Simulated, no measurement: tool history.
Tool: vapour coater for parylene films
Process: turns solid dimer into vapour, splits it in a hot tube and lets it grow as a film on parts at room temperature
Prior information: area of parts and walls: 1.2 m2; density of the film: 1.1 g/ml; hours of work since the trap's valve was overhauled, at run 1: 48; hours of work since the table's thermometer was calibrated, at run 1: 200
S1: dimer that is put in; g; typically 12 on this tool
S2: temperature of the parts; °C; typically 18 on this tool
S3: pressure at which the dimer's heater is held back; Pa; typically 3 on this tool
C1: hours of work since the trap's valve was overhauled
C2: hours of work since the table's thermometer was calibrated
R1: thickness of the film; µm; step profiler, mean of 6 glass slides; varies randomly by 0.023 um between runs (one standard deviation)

Run 1, hour 0: usual settings; C1 48; C2 200. Result: R1 5.03 µm.
Run 2, hour 15.3: usual settings but S1 7 g; C1 57; C2 209. Result: R1 2.93 µm.
Run 3, hour 26.2: usual settings; C1 63; C2 215. Result: R1 5.03 µm.
Run 4, hour 33.8: usual settings; C1 68; C2 220. Result: R1 4.99 µm.
Run 5, hour 40.8: usual settings; C1 72; C2 224. Result: R1 5.02 µm.
Run 6, hour 53.6: usual settings; C1 80; C2 232. Result: R1 4.97 µm.
Run 7, hour 66.2: usual settings; C1 87; C2 239. Result: R1 4.98 µm.
Run 8, hour 79.7: usual settings; C1 96; C2 247. Result: R1 5.03 µm.
Run 9, hour 93.4: usual settings but S1 8 g; C1 104; C2 256. Result: R1 3.35 µm.

The next listed run, before its measurement:
Run 10, hour 107.4: usual settings but S2 11 °C, S3 3.32 Pa; C1 112; C2 264. Result: R1 ?.

{"run 10": {"R1": 6.5}}
Were there no unlogged condition in the tool, this run, its random variation unchanged, would have produced R1 6.66 µm.
